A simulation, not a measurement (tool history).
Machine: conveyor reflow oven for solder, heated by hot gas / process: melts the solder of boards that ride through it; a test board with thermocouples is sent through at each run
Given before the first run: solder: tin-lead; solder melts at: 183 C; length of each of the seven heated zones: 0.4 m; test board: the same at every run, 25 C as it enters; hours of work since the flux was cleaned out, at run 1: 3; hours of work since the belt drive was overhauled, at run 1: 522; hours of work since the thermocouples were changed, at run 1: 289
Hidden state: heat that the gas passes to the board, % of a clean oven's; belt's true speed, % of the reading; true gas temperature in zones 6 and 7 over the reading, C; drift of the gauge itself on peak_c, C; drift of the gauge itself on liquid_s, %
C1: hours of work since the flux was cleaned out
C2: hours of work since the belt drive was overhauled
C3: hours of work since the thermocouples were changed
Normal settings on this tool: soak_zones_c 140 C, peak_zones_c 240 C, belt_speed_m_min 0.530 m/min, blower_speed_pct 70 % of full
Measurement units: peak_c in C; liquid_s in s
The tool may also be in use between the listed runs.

Run 1, hour 0.0: usual settings; C1 3; C2 522; C3 289. Result: peak_c 225.5 C, liquid_s 78.1 s.
Run 2, hour 69.0: usual settings but soak_zones_c 127 C; C1 57; C2 577; C3 343. Result: peak_c 224.0 C, liquid_s 70.3 s.
Run 3, hour 142.3: usual settings but soak_zones_c 127 C; C1 115; C2 634; C3 401. Result: peak_c 223.7 C, liquid_s 70.9 s.
Run 4, hour 205.2: usual settings; C1 164; C2 684; C3 450. Result: peak_c 225.8 C, liquid_s 77.6 s.
Run 5, hour 275.9: usual settings; C1 220; C2 739; C3 506. Result: peak_c 226.6 C, liquid_s 78.1 s.
Run 6, hour 367.4: usual settings; C1 292; C2 811; C3 578. Result: peak_c 226.4 C, liquid_s 79.3 s.
At hour 410.2: flux residue cleaned out of gas plates and filters.
Run 7, hour 434.3: usual settings; C1 19; C2 860; C3 627. Result: peak_c 226.8 C, liquid_s 79.4 s.
Run 8, hour 486.1: usual settings; C1 60; C2 901; C3 667. Result: peak_c 227.3 C, liquid_s 78.5 s.
Run 9, hour 554.2: usual settings but peak_zones_c 252 C; C1 113; C2 954; C3 721. Result: peak_c 238.3 C, liquid_s 85.6 s.
Run 10, hour 638.0: usual settings but belt_speed_m_min 0.547 m/min; C1 179; C2 1020; C3 787. Result: peak_c 226.7 C, liquid_s 75.9 s.
At hour 655.8: belt drive overhauled, speed set with a stopwatch.
Run 11, hour 732.4: usual settings but belt_speed_m_min 0.547 m/min; C1 250; C2 60; C3 858. Result: peak_c 225.6 C, liquid_s 73.0 s.
Run 12, hour 802.3: usual settings but blower_speed_pct 60 % of full; C1 305; C2 115; C3 913. Result: peak_c 223.8 C, liquid_s 75.7 s.
At hour 828.8: flux residue cleaned out of gas plates and filters.
Run 13, hour 855.4: usual settings but blower_speed_pct 60 % of full; C1 21; C2 153; C3 951. Result: peak_c 225.1 C, liquid_s 75.1 s.
Run 14, hour 919.6: usual settings but blower_speed_pct 60 % of full; C1 71; C2 203; C3 1001. Result: peak_c 225.1 C, liquid_s 74.5 s.
Run 15, hour 1003.0: usual settings but peak_zones_c 229 C; C1 137; C2 269; C3 1067. Result: peak_c 217.4 C, liquid_s 70.5 s.
At hour 1067.5: thermocouples of zones 6 and 7 changed.
Run 16, hour 1067.5: usual settings but peak_zones_c 241 C, belt_speed_m_min 0.505 m/min; C1 186; C2 318; C3 0. Result: peak_c 227.4 C, liquid_s 82.0 s.

What will run 17 give?
Run 17, hour 1133.5: usual settings but belt_speed_m_min 0.495 m/min, blower_speed_pct 72 % of full; C1 238; C2 370; C3 52. Result: peak_c ?, liquid_s ?.

Run 17 produced peak_c 227.2 C, liquid_s 83.3 s.
Without the tool's hidden state the same run would have given peak_c 227.5 C, liquid_s 82.7 s.
